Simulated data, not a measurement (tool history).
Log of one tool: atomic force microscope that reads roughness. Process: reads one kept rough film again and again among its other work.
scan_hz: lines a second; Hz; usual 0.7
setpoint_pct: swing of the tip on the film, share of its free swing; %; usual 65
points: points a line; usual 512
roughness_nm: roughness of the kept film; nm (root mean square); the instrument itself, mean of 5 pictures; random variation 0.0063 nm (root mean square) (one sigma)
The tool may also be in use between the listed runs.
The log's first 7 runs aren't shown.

run   hour  scan_hz  setpoint_pct  points  roughness_nm
  8  250.2      0.7            65     397         2.654
  9    281      0.7            65     645         2.653
 10  305.7      0.7            65     645          2.64
 11  325.5      0.7            65     645         2.633
 12  353.7      0.7            65     845         2.614
     381.4  -- new tip fitted
 13  383.7      0.7            65     845         2.691
 14  411.4      0.7            65     845         2.696
 15  452.2      0.7            65     659         2.674
 16  469.4      0.7            65     659         2.654
 17  508.8    0.821            86     512         2.465
 18  545.2    1.027            86     307         2.389
     581.4  -- new tip fitted
 19  581.4    1.027            86     307         2.463
 20  605.5    1.027            86     307         2.462
 21  641.9    0.861            73     652         2.603
 22    660      0.7            67     512         2.644
 23  685.6      0.7            67     512         2.634

Forecast run 24:
 24  702.2      0.7            65     550             ?

roughness_nm: 2.638 nm (root mean square)
Without the tool's hidden state the same run would have given roughness_nm 2.712 nm (root mean square).

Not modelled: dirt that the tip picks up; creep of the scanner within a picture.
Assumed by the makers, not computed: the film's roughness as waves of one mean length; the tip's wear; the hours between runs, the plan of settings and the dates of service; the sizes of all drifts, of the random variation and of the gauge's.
